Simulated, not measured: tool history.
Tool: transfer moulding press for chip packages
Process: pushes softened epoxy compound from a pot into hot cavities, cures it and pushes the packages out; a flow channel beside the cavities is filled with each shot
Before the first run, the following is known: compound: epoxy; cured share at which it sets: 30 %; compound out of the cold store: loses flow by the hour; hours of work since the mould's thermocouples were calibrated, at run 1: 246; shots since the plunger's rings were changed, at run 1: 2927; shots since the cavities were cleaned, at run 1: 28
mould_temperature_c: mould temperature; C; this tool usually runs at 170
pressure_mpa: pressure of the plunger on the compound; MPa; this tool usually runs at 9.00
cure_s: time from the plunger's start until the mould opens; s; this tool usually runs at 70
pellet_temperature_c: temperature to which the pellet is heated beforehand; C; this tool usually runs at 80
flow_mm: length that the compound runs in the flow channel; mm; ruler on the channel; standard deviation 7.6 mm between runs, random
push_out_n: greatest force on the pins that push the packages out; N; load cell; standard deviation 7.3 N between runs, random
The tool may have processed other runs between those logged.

run,hour,mould_temperature_c,pressure_mpa,cure_s,pellet_temperature_c,hours of work since the mould's thermocouples were calibrated,shots since the plunger's rings were changed,shots since the cavities were cleaned,incoming compound's hours out of the cold store,flow_mm,push_out_n
1,0.0,170,9.00,70,80,246,2927,28,31.9,836,322
2,8.2,170,9.00,70,80,251,3043,144,11.8,925,392
3,18.6,170,9.00,70,80,257,3191,292,12.2,918,474
4,30.2,170,9.00,70,80,263,3357,458,41.4,795,485
5,40.4,170,9.00,70,80,269,3502,603,44.4,791,513
# hour 47.0: cavities cleaned with cleaning compound and waxed
6,48.2,170,9.00,70,80,272,3592,17,24.8,853,640
7,53.3,170,9.00,70,80,275,3664,89,8.3,939,655
8,58.3,170,9.00,70,80,278,3736,161,34.0,834,637
9,68.7,170,9.00,70,80,284,3883,308,26.4,839,653
# hour 74.9: cavities cleaned with cleaning compound and waxed, once more
10,80.0,162,9.00,70,80,289,4022,72,33.8,851,552
11,86.2,162,9.00,70,80,293,4111,161,35.7,824,671
12,92.2,170,9.00,70,83,296,4197,247,26.2,856,419
13,101.3,170,9.00,70,83,301,4327,377,20.4,869,481
14,110.8,163,9.00,70,80,306,4462,512,33.4,845,796
15,118.7,163,9.00,70,80,311,4574,624,13.5,917,914
# hour 123.6: cavities cleaned with cleaning compound and waxed
16,128.9,170,6.97,71,80,315,4697,75,17.5,767,351
17,134.1,165,7.04,70,80,318,4772,150,10.8,813,526
18,139.9,165,9.96,70,85,321,4854,232,21.1,913,570
19,148.1,165,9.96,70,85,326,4972,350,29.9,867,610
20,159.7,169,9.00,55,80,332,5137,515,33.1,810,849
21,168.3,175,7.96,56,79,337,5259,637,15.7,827,589
# hour 172.4: cavities cleaned with cleaning compound and waxed
22,178.8,169,8.66,73,80,342,5387,91,41.2,759,353
23,187.0,169,7.11,68,80,347,5504,208,8.6,821,456
24,194.3,169,6.96,76,80,351,5608,312,37.1,681,419
25,205.1,174,6.96,57,80,357,5762,466,16.9,755,548
26,213.5,171,8.83,73,72,361,5881,585,32.8,787,496
# hour 220.9: cavities cleaned with cleaning compound and waxed
27,223.2,170,10.27,70,70,366,5998,32,22.7,907,330
28,234.0,164,9.00,70,80,372,6152,186,39.6,772,567

What if the next run were any one of these 3? Each begins from the tool's condition after run 28:
# hour 244.6: plunger's sealing rings changed
A,246.1,168,8.77,70,90,377,21,322,8.5,?,?
# hour 244.6: plunger's sealing rings changed
B,246.1,170,9.00,72,80,377,21,322,17.3,?,?
# hour 244.6: plunger's sealing rings changed
C,246.1,163,9.00,75,77,377,21,322,46.3,?,?

run,flow_mm,push_out_n
A,986,516
B,946,456
C,830,609
What these runs would have given with no unlogged condition in the tool:
run,flow_mm,push_out_n
A,989,351
B,949,305
C,833,415
